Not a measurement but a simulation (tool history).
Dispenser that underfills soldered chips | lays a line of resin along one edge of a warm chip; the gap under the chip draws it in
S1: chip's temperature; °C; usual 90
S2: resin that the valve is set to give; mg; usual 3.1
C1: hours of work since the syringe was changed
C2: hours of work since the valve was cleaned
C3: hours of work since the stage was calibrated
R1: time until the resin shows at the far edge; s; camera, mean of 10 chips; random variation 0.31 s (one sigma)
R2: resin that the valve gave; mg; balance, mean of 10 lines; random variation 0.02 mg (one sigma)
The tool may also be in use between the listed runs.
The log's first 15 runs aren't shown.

run   hour   S1    S2  C1  C2   C3    R1    R2
       136  -- new syringe of resin
 16  138.1   90   3.1   1  26  364   8.5  3.07
     145.7  -- new syringe of resin
 17  145.8   90  2.61   0  31  369     9  2.54
 18  151.2   84  2.74   4  34  373  12.4  2.68
     155.5  -- new syringe of resin
 19  158.9   87  3.13   2  39  377  10.2  3.08
     165.6  -- new syringe of resin
 20  165.7   82  3.37   0  44  382  11.4  3.24
     175.2  -- new syringe of resin
 21  176.6   94  2.85   1  51  389   8.1  2.75
 22  183.9   89  2.63   6  55  394  10.7   2.5
     184.9  -- new syringe of resin
     194.3  -- new syringe of resin
 23  195.7   82   3.2   1  63  401  12.8   3.1
       204  -- new syringe of resin
 24  205.3   82   3.2   1  69  407  12.1   3.1
 25  210.8  100   3.2   5  73  411   6.2  3.05
     213.4  -- new syringe of resin
     223.2  -- dispensing valve cleaned and set on the balance
     224.2  -- new syringe of resin
 26  224.2   84  3.47   0   0  418  10.2  3.48
 27  230.3   84  3.47   4   4  423  11.5  3.49
     234.2  -- new syringe of resin
 28  235.6   78  3.89   1   8  426  13.5  3.91
     244.1  -- new syringe of resin
 29  244.7   78  2.92   0  14  432  13.2  2.94
     253.5  -- new syringe of resin
 30  256.7   78  2.92   2  21  439    15  2.87
     263.3  -- new syringe of resin
 31  263.3   78  2.92   0  25  443  13.2  2.88
 32    272  102   3.1   6  31  449   6.8  3.09
     272.8  -- new syringe of resin
       283  -- new syringe of resin
 33  283.6   81  3.69   0  38  456  11.8  3.62

Run 34 comes next. What will it give?
     291.3  -- stage's temperature calibrated
     293.8  -- new syringe of resin
 34  296.7  90  3.72   2  46   3   ?   ?

Run 34 gave R1 9 s, R2 3.62 mg.
Without the tool's hidden state the same run would have given R1 8.5 s, R2 3.7 mg.

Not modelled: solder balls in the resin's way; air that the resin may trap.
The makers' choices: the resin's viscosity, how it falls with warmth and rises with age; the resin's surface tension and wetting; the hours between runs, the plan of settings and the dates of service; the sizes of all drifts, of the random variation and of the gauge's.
